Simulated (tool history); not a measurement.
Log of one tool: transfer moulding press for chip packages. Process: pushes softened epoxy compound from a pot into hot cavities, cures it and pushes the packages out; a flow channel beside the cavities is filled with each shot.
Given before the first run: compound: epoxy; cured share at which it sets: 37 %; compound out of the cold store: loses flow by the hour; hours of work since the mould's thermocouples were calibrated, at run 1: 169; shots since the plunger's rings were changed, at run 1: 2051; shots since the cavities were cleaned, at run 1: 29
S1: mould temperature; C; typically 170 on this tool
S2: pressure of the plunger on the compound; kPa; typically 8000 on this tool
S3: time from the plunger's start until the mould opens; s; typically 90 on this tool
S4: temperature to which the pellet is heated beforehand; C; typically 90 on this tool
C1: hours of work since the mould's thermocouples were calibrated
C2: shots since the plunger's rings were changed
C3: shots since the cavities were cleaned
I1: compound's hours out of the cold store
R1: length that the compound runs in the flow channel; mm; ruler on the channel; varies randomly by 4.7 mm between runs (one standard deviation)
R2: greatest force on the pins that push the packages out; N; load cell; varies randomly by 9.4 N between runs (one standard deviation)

run,day,S1,S2,S3,S4,C1,C2,C3,I1,R1,R2
1,0,170,8000,90,90,169,2051,29,31.8,751,476
2,0.462,170,8000,90,90,176,2190,168,18.2,799,637
3,0.988,171,8000,90,90,184,2348,326,29.6,750,732
4,1.404,170,7970,90,90,190,2473,451,13.3,808,898
# day 1.55: cavities cleaned with cleaning compound and waxed
5,1.921,170,8000,90,90,197,2609,111,27,765,576
6,2.392,170,8000,90,90,204,2750,252,41.1,730,700
7,2.817,170,8000,90,90,210,2878,380,46.6,717,822
# day 3.217: cavities cleaned with cleaning compound and waxed
8,3.512,170,8000,90,90,220,3068,88,8.8,814,605
9,3.962,170,8000,90,80,227,3204,224,27,760,735
10,4.238,170,8000,90,90,231,3286,306,8.3,809,815
11,4.708,170,8000,90,90,238,3427,447,24,772,843
# day 4.871: cavities cleaned with cleaning compound and waxed
12,5.171,170,8000,90,90,244,3547,90,47.7,695,539
13,5.829,171,8000,90,90,254,3745,288,8.3,809,725
14,6.225,171,8000,90,90,260,3864,407,11.3,790,804
# day 6.55: cavities cleaned with cleaning compound and waxed
15,6.804,171,8000,84,90,267,4019,76,24.2,751,588
16,7.154,170,7890,112,90,273,4124,181,25.6,748,490
17,7.604,170,7890,112,90,279,4259,316,21.9,759,593
18,8.054,170,7890,128,80,286,4394,451,10,796,609
# day 8.2: cavities cleaned with cleaning compound and waxed
# day 8.488: plunger's sealing rings changed
19,8.592,166,8000,96,92,292,30,86,14.9,844,677
20,9.012,166,8000,96,92,298,157,213,36,785,751
21,9.55,166,8000,102,95,306,319,375,26.3,796,828
22,9.85,170,8000,90,82,311,409,465,20.6,807,882
# day 9.971: cavities cleaned with cleaning compound and waxed
23,10.271,164,9940,110,90,316,516,89,43.2,844,582
24,10.583,164,9940,110,90,321,610,183,42.2,841,654
25,10.996,169,9940,110,90,327,734,307,37.2,840,611
26,11.446,177,6500,90,95,334,869,442,27.2,694,665
# day 11.642: cavities cleaned with cleaning compound and waxed
27,12.058,170,8000,90,94,342,1034,125,42.5,738,601

Forecast each of these 5 alternatives for the next run:
A,12.704,166,7970,91,94,352,1228,319,30.4,?,?
B,12.704,162,9260,90,91,352,1228,319,35.1,?,?
C,12.704,172,8690,112,94,352,1228,319,30.4,?,?
D,12.704,163,8000,70,94,352,1228,319,10.5,?,?
E,12.704,163,6100,108,90,352,1228,319,8.4,?,?

run,R1,R2
A,778,1002
B,842,1452
C,793,605
D,862,2249
E,741,944
Without the tool's unlogged condition, the same runs would have read:
run,R1,R2
A,791,521
B,856,756
C,806,331
D,876,1191
E,753,488

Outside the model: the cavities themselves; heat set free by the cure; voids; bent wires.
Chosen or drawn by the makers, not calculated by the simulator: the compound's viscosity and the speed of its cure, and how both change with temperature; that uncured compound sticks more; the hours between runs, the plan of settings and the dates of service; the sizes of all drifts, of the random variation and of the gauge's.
